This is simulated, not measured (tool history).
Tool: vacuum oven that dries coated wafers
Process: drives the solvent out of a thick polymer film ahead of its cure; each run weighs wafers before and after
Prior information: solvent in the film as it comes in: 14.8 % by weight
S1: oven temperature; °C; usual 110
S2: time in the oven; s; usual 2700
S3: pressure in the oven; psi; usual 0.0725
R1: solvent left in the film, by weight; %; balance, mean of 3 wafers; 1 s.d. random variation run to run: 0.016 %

run 1 hour=0.0 | S1=110 S2=2700 S3=0.0725 | R1=1.00
run 2 hour=23.5 | S1=110 S2=2700 S3=0.0725 | R1=1.00
run 3 hour=67.6 | S1=110 S2=1800 S3=0.0725 | R1=2.02
run 4 hour=104.4 | S1=110 S2=1620 S3=0.0725 | R1=2.41
run 5 hour=130.9 | S1=110 S2=2700 S3=0.0725 | R1=1.01
run 6 hour=178.7 | S1=110 S2=2940 S3=0.0725 | R1=0.86
run 7 hour=225.7 | S1=110 S2=2940 S3=0.0725 | R1=0.88
run 8 hour=277.3 | S1=110 S2=2940 S3=0.0725 | R1=0.83
run 9 hour=324.1 | S1=110 S2=2940 S3=0.0725 | R1=0.87
run 10 hour=346.5 | S1=110 S2=2700 S3=0.1007 | R1=1.16
run 11 hour=374.2 | S1=110 S2=2700 S3=0.1007 | R1=1.17
run 12 hour=402.3 | S1=110 S2=2700 S3=0.1007 | R1=1.16
run 13 hour=433.7 | S1=110 S2=2700 S3=0.2077 | R1=1.69
run 14 hour=463.9 | S1=110 S2=2700 S3=0.2077 | R1=1.67
run 15 hour=500.3 | S1=110 S2=2700 S3=0.2077 | R1=1.51
run 16 hour=527.8 | S1=110 S2=2700 S3=0.2077 | R1=1.50
run 17 hour=580.5 | S1=110 S2=2700 S3=0.0725 | R1=0.87
run 18 hour=605.5 | S1=110 S2=2700 S3=0.0725 | R1=0.89
run 19 hour=649.1 | S1=110 S2=2700 S3=0.0725 | R1=0.89
run 20 hour=695.3 | S1=110 S2=2700 S3=0.0725 | R1=0.92
run 21 hour=734.9 | S1=110 S2=2700 S3=0.0725 | R1=0.89
run 22 hour=774.5 | S1=110 S2=2700 S3=0.1474 | R1=1.25
run 23 hour=807.3 | S1=110 S2=2700 S3=0.1474 | R1=1.22
run 24 hour=840.9 | S1=110 S2=2700 S3=0.1474 | R1=1.25
run 25 hour=887.6 | S1=110 S2=2700 S3=0.1474 | R1=1.23
run 26 hour=912.0 | S1=110 S2=2700 S3=0.1474 | R1=1.21
run 27 hour=956.7 | S1=107 S2=1740 S3=0.0447 | R1=2.41
run 28 hour=1010.5 | S1=100 S2=4260 S3=0.0785 | R1=1.22
run 29 hour=1040.6 | S1=112 S2=2100 S3=0.0370 | R1=1.01
run 30 hour=1075.1 | S1=98 S2=1380 S3=0.0912 | R1=5.62
run 31 hour=1098.9 | S1=98 S2=1380 S3=0.0912 | R1=5.63
run 32 hour=1150.2 | S1=109 S2=3480 S3=0.2421 | R1=1.49
run 33 hour=1178.0 | S1=110 S2=2700 S3=0.0525 | R1=0.86
run 34 hour=1206.5 | S1=106 S2=2940 S3=0.0525 | R1=1.09
run 35 hour=1242.5 | S1=106 S2=2940 S3=0.0525 | R1=1.07
run 36 hour=1269.0 | S1=106 S2=2940 S3=0.2464 | R1=2.13
run 37 hour=1306.5 | S1=110 S2=2700 S3=0.1065 | R1=1.09
run 38 hour=1334.1 | S1=117 S2=2700 S3=0.0725 | R1=0.46
run 39 hour=1387.6 | S1=110 S2=2700 S3=0.1044 | R1=1.07
run 40 hour=1416.2 | S1=110 S2=3960 S3=0.0725 | R1=0.55
run 41 hour=1460.2 | S1=110 S2=3960 S3=0.0725 | R1=0.54
run 42 hour=1502.0 | S1=110 S2=3960 S3=0.0500 | R1=0.44
run 43 hour=1534.6 | S1=123 S2=2700 S3=0.2708 | R1=0.91
run 44 hour=1562.8 | S1=118 S2=1860 S3=0.2708 | R1=1.53
run 45 hour=1607.7 | S1=95 S2=2700 S3=0.0725 | R1=3.57
run 46 hour=1631.6 | S1=110 S2=2280 S3=0.0725 | R1=1.29
run 47 hour=1679.7 | S1=110 S2=4260 S3=0.0712 | R1=0.49
run 48 hour=1719.7 | S1=110 S2=2700 S3=0.1395 | R1=1.33

Removed from this log: 1 entry logged between the listed runs. Between which two listed runs does each belong, and how does the tool's hidden state at the listed run before it compare with that at the listed run after it?
From run 14 to run 15: oven's thermocouples calibrated (hour 479.4)
  true wafer temperature over the reading, C: -1.91 -> -0.43; true pressure over the reading, kPa: 0.034 -> 0.036
  the result without the hidden state subtracted from the measured one, R1: +0.25 -> +0.07 %
